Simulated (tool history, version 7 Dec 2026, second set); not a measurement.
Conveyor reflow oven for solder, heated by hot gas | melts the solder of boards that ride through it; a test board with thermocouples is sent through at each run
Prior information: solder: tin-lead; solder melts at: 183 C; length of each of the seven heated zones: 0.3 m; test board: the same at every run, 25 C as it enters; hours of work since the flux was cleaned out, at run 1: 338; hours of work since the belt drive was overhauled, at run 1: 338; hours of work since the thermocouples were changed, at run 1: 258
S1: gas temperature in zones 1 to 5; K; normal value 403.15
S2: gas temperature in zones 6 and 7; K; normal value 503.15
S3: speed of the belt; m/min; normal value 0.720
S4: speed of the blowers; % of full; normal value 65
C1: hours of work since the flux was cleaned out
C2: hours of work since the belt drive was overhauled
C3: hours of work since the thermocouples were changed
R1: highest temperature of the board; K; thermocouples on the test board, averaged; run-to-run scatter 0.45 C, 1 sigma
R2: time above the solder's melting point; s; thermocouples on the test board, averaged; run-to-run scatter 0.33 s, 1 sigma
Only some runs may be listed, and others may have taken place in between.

run 1 day=0.000 | S1=403.15 S2=503.15 S3=0.720 S4=65 | C1=338 C2=338 C3=258 | R1=485.45 R2=33.7
run 2 day=0.429 | S1=403.15 S2=503.15 S3=0.720 S4=65 | C1=345 C2=345 C3=265 | R1=485.75 R2=33.2
-- day=1.025 flux residue cleaned out of gas plates and filters
run 3 day=1.321 | S1=403.15 S2=503.15 S3=0.720 S4=65 | C1=5 C2=356 C3=276 | R1=486.45 R2=33.7
run 4 day=1.629 | S1=403.15 S2=503.15 S3=0.720 S4=65 | C1=10 C2=361 C3=281 | R1=485.75 R2=32.8
run 5 day=1.992 | S1=403.15 S2=503.15 S3=0.630 S4=65 | C1=16 C2=367 C3=287 | R1=489.35 R2=40.9
run 6 day=2.654 | S1=403.15 S2=503.15 S3=0.630 S4=65 | C1=27 C2=378 C3=298 | R1=490.55 R2=40.9
run 7 day=3.112 | S1=403.15 S2=503.15 S3=0.630 S4=65 | C1=35 C2=386 C3=306 | R1=489.35 R2=41.0
run 8 day=3.512 | S1=412.15 S2=503.15 S3=0.720 S4=65 | C1=41 C2=393 C3=313 | R1=487.45 R2=36.3
run 9 day=4.075 | S1=412.15 S2=503.15 S3=0.720 S4=65 | C1=51 C2=402 C3=322 | R1=486.95 R2=36.3
run 10 day=4.783 | S1=412.15 S2=503.15 S3=0.720 S4=65 | C1=62 C2=414 C3=334 | R1=486.65 R2=36.1
run 11 day=5.221 | S1=412.15 S2=503.15 S3=0.720 S4=65 | C1=70 C2=421 C3=341 | R1=487.65 R2=36.1
run 12 day=5.908 | S1=410.15 S2=503.15 S3=0.749 S4=57 | C1=81 C2=432 C3=352 | R1=483.85 R2=31.9
run 13 day=6.392 | S1=403.15 S2=503.15 S3=0.750 S4=71 | C1=89 C2=440 C3=360 | R1=486.25 R2=31.5
run 14 day=6.821 | S1=403.15 S2=503.15 S3=0.750 S4=71 | C1=96 C2=448 C3=368 | R1=485.45 R2=31.7
run 15 day=7.542 | S1=403.15 S2=503.15 S3=0.750 S4=71 | C1=108 C2=459 C3=379 | R1=485.65 R2=31.8
run 16 day=7.900 | S1=403.15 S2=495.15 S3=0.841 S4=71 | C1=114 C2=465 C3=385 | R1=475.15 R2=22.2
run 17 day=8.612 | S1=413.15 S2=511.15 S3=0.664 S4=62 | C1=126 C2=477 C3=397 | R1=496.15 R2=44.3
run 18 day=8.975 | S1=413.15 S2=511.15 S3=0.664 S4=62 | C1=132 C2=483 C3=403 | R1=496.05 R2=44.5
run 19 day=9.467 | S1=408.15 S2=503.15 S3=0.690 S4=76 | C1=140 C2=492 C3=412 | R1=490.85 R2=38.7

Hidden condition of the tool, last listed run before each entry between runs versus first listed run after:
Runs 2 to 3: flux residue cleaned out of gas plates and filters (day 1.025)
  heat that the gas passes to the board, % of a clean oven's: 99.2 -> 99.9
